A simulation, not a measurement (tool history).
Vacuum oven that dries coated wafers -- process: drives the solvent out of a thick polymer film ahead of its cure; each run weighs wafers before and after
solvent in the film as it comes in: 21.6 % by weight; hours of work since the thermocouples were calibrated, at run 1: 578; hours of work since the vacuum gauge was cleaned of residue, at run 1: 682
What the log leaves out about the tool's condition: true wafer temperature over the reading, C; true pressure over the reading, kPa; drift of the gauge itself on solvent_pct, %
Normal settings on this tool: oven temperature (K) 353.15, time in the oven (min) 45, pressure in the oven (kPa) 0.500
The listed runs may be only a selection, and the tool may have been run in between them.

| run | hour | oven temperature (K) | time in the oven (min) | pressure in the oven (kPa) | hours of work since the thermocouples were calibrated | hours of work since the vacuum gauge was cleaned of residue | solvent left in the film (%) |
|---|---|---|---|---|---|---|---|
| 1 | 0.0 | 353.15 | 45 | 0.500 | 578 | 682 | 1.63 |
| 2 | 31.3 | 353.15 | 45 | 0.500 | 591 | 696 | 1.60 |
| 3 | 55.9 | 344.15 | 45 | 0.500 | 602 | 706 | 3.46 |
| 4 | 108.4 | 353.15 | 45 | 0.500 | 624 | 728 | 1.62 |
| 5 | 138.6 | 353.15 | 35 | 0.500 | 637 | 741 | 2.62 |
| 6 | 193.1 | 353.15 | 35 | 0.500 | 660 | 764 | 2.62 |
| 7 | 225.3 | 353.15 | 45 | 0.500 | 673 | 778 | 1.62 |
| 8 | 257.8 | 353.15 | 67 | 0.988 | 687 | 791 | 1.05 |

Run 9 is up next; what results do you expect?
| 9 | 309.7 | 353.15 | 42 | 0.921 | 709 | 813 | ? |

solvent left in the film (%): 2.12
Minus the tool's unlogged condition, the same run would have read solvent left in the film (%) 2.12.
